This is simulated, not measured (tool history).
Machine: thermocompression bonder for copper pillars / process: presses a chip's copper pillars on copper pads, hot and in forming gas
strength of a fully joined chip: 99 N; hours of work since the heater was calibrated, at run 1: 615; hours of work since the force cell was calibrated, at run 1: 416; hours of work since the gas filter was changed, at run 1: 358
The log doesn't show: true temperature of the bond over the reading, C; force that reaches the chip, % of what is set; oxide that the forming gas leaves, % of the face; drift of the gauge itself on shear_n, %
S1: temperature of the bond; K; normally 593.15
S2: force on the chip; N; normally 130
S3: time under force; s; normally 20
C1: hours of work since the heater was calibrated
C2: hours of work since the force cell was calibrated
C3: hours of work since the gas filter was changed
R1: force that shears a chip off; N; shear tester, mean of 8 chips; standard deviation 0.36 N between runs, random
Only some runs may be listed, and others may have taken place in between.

run,hour,S1,S2,S3,C1,C2,C3,R1
1,0,593.15,130,20,615,416,358,53.5
2,10.5,593.15,130,20,623,424,365,53.2
3,27.2,593.15,130,20,635,436,377,52.7
4,44.8,593.15,130,29,648,449,390,58.8
5,60.6,593.15,130,29,660,461,402,59.8
6,69.2,593.15,171,20,666,467,408,64.4
7,82.1,593.15,171,14,676,476,418,57.8
# hour 91.5: forming gas filter changed
8,93.1,593.15,130,20,683,484,1,53.7
9,113,593.15,130,20,698,499,16,53.6
10,127.9,593.15,130,20,709,510,27,53.3
11,143.5,593.15,130,20,720,521,38,53.4
12,153.3,593.15,189,20,727,528,45,69.2
13,162.7,593.15,130,14,734,535,52,47.5
14,174.9,593.15,130,14,743,544,61,47.7
15,184.6,593.15,176,14,750,551,68,59.3
16,197.4,583.15,130,20,760,560,78,48.2
17,209,583.15,130,20,768,569,86,47.9
18,228.6,593.15,156,20,783,583,101,61.4
19,245.3,593.15,156,20,795,596,113,60.4
20,254,606.15,156,20,801,602,119,68.3
21,263.9,606.15,156,20,808,609,126,68.2
22,277.3,593.15,150,20,818,619,136,59.3
23,291.7,620.15,111,27,829,630,147,66.3
24,301.1,601.15,111,25,836,636,154,55.1
25,315.3,575.15,188,25,846,647,164,63.5
26,324.8,577.15,85,42,853,654,171,41.1
27,342,577.15,85,42,866,666,184,41
28,352,617.15,130,20,873,674,191,65.7
29,365.3,590.15,89,45,883,683,201,50
30,378.6,590.15,132,26,893,693,210,57.1
31,388.5,590.15,132,26,900,701,218,56.2
32,405.9,619.15,130,20,912,713,230,66.9
33,421.4,619.15,130,20,924,725,242,67.1
34,436.2,587.15,130,13,935,735,253,43.1
35,447.2,587.15,130,12,943,743,261,41.7
36,459.5,565.15,87,57,952,753,270,40.7
37,477.6,618.15,120,57,965,766,283,80.3
38,492,593.15,130,21,976,776,294,54.5
39,506.6,593.15,130,21,986,787,304,54.6

Branching from run 39: 5 alternative next runs. What would each branch give?
A,521.5,593.15,152,19,997,798,315,?
B,521.5,596.15,130,20,997,798,315,?
C,521.5,620.15,130,21,997,798,315,?
D,521.5,572.15,191,23,997,798,315,?
E,521.5,592.15,157,21,997,798,315,?

run,R1
A,59
B,55.2
C,67.6
D,59.8
E,62
Stripped of hidden state, with their random variation kept, the same runs would have yielded:
run,R1
A,59
B,55.2
C,67.7
D,59.8
E,62
